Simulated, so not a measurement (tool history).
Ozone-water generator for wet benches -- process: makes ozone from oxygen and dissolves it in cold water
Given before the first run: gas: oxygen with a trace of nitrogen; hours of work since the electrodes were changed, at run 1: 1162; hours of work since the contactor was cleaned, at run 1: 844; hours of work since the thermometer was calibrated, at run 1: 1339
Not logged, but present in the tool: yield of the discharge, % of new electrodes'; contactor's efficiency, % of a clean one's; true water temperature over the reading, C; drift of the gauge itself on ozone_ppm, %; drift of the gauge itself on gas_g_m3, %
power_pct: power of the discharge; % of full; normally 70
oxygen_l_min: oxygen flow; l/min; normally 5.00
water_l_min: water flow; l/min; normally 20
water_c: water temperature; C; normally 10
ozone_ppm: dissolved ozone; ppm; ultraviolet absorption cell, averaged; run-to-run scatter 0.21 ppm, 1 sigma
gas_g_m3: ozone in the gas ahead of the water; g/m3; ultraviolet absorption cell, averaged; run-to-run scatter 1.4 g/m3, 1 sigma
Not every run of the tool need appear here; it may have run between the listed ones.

run	hour	power_pct	oxygen_l_min	water_l_min	water_c	hours of work since the electrodes were changed	hours of work since the contactor was cleaned	hours of work since the thermometer was calibrated	ozone_ppm	gas_g_m3
1	0.0	70	5.00	20	10	1162	844	1339	28.8	235.3
2	165.9	70	5.00	20	10	1283	965	1460	28.3	235.2
3	268.3	70	5.00	20	5	1358	1040	1534	30.1	233.5
4	347.7	70	5.00	20	5	1416	1097	1592	29.9	233.7
5	523.6	70	5.00	20	5	1544	1226	1721	29.8	231.7
6	623.5	70	5.00	31	5	1617	1299	1794	20.7	230.6
7	722.9	70	5.00	20	6	1690	1371	1866	29.1	230.5
8	809.4	70	5.00	20	6	1753	1434	1929	28.8	229.6
9	981.0	70	5.00	20	6	1878	1559	2054	28.4	227.8
10	1108.8	70	5.00	20	6	1971	1653	2148	28.7	226.3
11	1269.8	70	5.00	20	6	2089	1770	2265	28.4	223.2
# hour 1283.1: contactor cleaned
12	1389.5	70	5.00	20	6	2173	78	2349	27.6	221.6
13	1563.0	70	5.00	20	10	2300	204	2476	25.9	220.4
14	1673.1	70	5.00	20	10	2380	285	2556	26.2	220.1
15	1807.1	70	5.00	20	10	2478	382	2654	25.8	220.2
# hour 1872.0: contactor cleaned, once more
16	1924.6	70	5.00	20	10	2560	38	2737	26.5	215.9
17	2051.1	80	5.00	20	10	2653	131	2829	28.1	229.5
18	2231.6	80	5.00	20	10	2784	262	2961	27.4	225.5
# hour 2269.6: water thermometer calibrated
19	2347.5	100	8.84	19	8	2869	347	57	34.8	193.9
20	2439.8	100	8.84	19	8	2936	414	124	34.7	191.9
21	2592.9	70	5.00	23	8	3048	526	236	23.5	210.7
22	2735.5	70	5.00	23	8	3152	630	340	23.4	208.1
23	2869.3	63	5.00	20	10	3249	727	438	24.2	197.9
24	2961.8	42	5.00	14	6	3317	795	505	27.6	165.2
25	3133.7	46	3.98	27	7	3442	920	630	15.8	188.9
26	3300.9	46	3.98	27	7	3564	1042	752	15.7	188.9
27	3374.4	70	5.00	16	10	3618	1096	806	28.7	202.1
28	3529.4	70	5.00	16	10	3731	1209	919	28.6	198.7
29	3697.6	70	5.00	16	10	3854	1332	1042	28.1	201.3
30	3873.4	70	3.18	18	10	3982	1460	1170	23.6	240.4
31	3966.7	70	8.88	20	10	4050	1528	1238	25.2	152.8
32	4059.3	50	4.06	13	6	4118	1595	1306	28.4	187.1
33	4221.8	50	4.06	17	11	4236	1714	1424	22.1	185.5
34	4338.9	44	4.82	20	9	4322	1799	1510	19.2	161.9

Consider 3 possible next runs. They are alternatives, not a sequence: every one starts from the tool as it was left by run 34. What does each give?
A	4434.8	70	5.00	23	6	4392	1869	1580	?	?
B	4434.8	44	2.75	24	15	4392	1869	1580	?	?
C	4434.8	70	8.74	12	11	4392	1869	1580	?	?

run	ozone_ppm	gas_g_m3
A	21.8	191.4
B	13.3	206.3
C	31.9	149.1
Stripped of hidden state, with their random variation kept, the same runs would have yielded:
run	ozone_ppm	gas_g_m3
A	29.7	253.0
B	17.1	257.1
C	43.2	197.1
